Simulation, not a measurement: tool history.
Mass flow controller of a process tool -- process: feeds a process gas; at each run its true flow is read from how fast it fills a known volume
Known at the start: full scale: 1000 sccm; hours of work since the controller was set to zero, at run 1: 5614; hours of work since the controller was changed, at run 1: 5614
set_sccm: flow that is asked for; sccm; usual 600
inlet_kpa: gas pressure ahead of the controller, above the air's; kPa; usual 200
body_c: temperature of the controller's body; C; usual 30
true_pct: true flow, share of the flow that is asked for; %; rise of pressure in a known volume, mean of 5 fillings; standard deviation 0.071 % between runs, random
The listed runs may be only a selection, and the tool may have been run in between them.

run    hour  set_sccm  inlet_kpa  body_c  hours of work since the controller was set to zero  hours of work since the controller was changed  true_pct
  1     0.0       600        200      30                                                5614                                            5614     99.41
  2   151.8       600        200      30                                                5717                                            5717     99.42
      289.4  -- controller exchanged for a calibrated one
  3   317.7       600        200      29                                                  19                                              19     99.32
  4   404.9       600        200      29                                                  79                                              79     99.26
  5   518.2       600        200      29                                                 156                                             156     99.11
  6   625.8       600        161      30                                                 230                                             230     99.10
  7   784.5       600        161      30                                                 338                                             338     98.83
  8   967.5       600        161      30                                                 463                                             463     98.83
  9  1119.7       600        161      30                                                 567                                             567     98.67
 10  1268.9       600        161      30                                                 669                                             669     98.43
 11  1389.0       600        161      30                                                 751                                             751     98.45
 12  1524.9       600        229      30                                                 844                                             844     98.09
 13  1668.2       600        229      30                                                 942                                             942     97.91
 14  1777.5       600        229      33                                                1016                                            1016     97.50
 15  1957.6       600        200      30                                                1139                                            1139     97.85
 16  2073.8       600        200      30                                                1218                                            1218     97.52
 17  2197.5       600        200      30                                                1303                                            1303     97.56
 18  2375.5       479        142      25                                                1424                                            1424     97.89
 19  2548.2       431        205      37                                                1542                                            1542     96.62
 20  2739.7       431        205      37                                                1673                                            1673     96.54
     2801.7  -- gauge calibrated
 21  2878.1       431        205      37                                                1768                                            1768     98.90
 22  3003.5       530        248      26                                                1853                                            1853     99.39
 23  3090.7       357        161      37                                                1913                                            1913     98.97
 24  3232.9       198        269      37                                                2010                                            2010     98.25
 25  3359.5       198        269      37                                                2096                                            2096     98.17
 26  3464.5       198        245      24                                                2168                                            2168     99.00
 27  3655.6       185        200      23                                                2299                                            2299     99.04
 28  3792.3       185        200      23                                                2392                                            2392     98.93
 29  3955.2       321        186      21                                                2503                                            2503     99.14
 30  4051.7       103        186      27                                                2569                                            2569     98.48
 31  4240.2       909        154      34                                                2698                                            2698     98.36
 32  4391.8       640        194      25                                                2801                                            2801     98.38
 33  4507.7       640        194      32                                                2880                                            2880     97.81
 34  4682.1       304        163      35                                                3000                                            3000     97.60

Table of differences, measured result less the result of that run with no hidden state. Run-to-run variation is the same in both. Gauge scatter possibly is not:
Hidden state present: flow at rest that the sensor doesn't see, % of full scale; true flow over the shown one, %; drift of the gauge itself on true_pct, %.
run  true_pct
  1     -0.01
  2     -0.15
  3     -0.29
  4     -0.37
  5     -0.47
  6     -0.57
  7     -0.72
  8     -0.89
  9     -1.03
 10     -1.15
 11     -1.27
 12     -1.39
 13     -1.52
 14     -1.62
 15     -1.78
 16     -1.89
 17     -2.01
 18     -2.18
 19     -2.32
 20     -2.49
 21     -0.07
 22     -0.18
 23     -0.27
 24     -0.39
 25     -0.50
 26     -0.61
 27     -0.78
 28     -0.90
 29     -1.06
 30     -1.13
 31     -1.32
 32     -1.46
 33     -1.56
 34     -1.71

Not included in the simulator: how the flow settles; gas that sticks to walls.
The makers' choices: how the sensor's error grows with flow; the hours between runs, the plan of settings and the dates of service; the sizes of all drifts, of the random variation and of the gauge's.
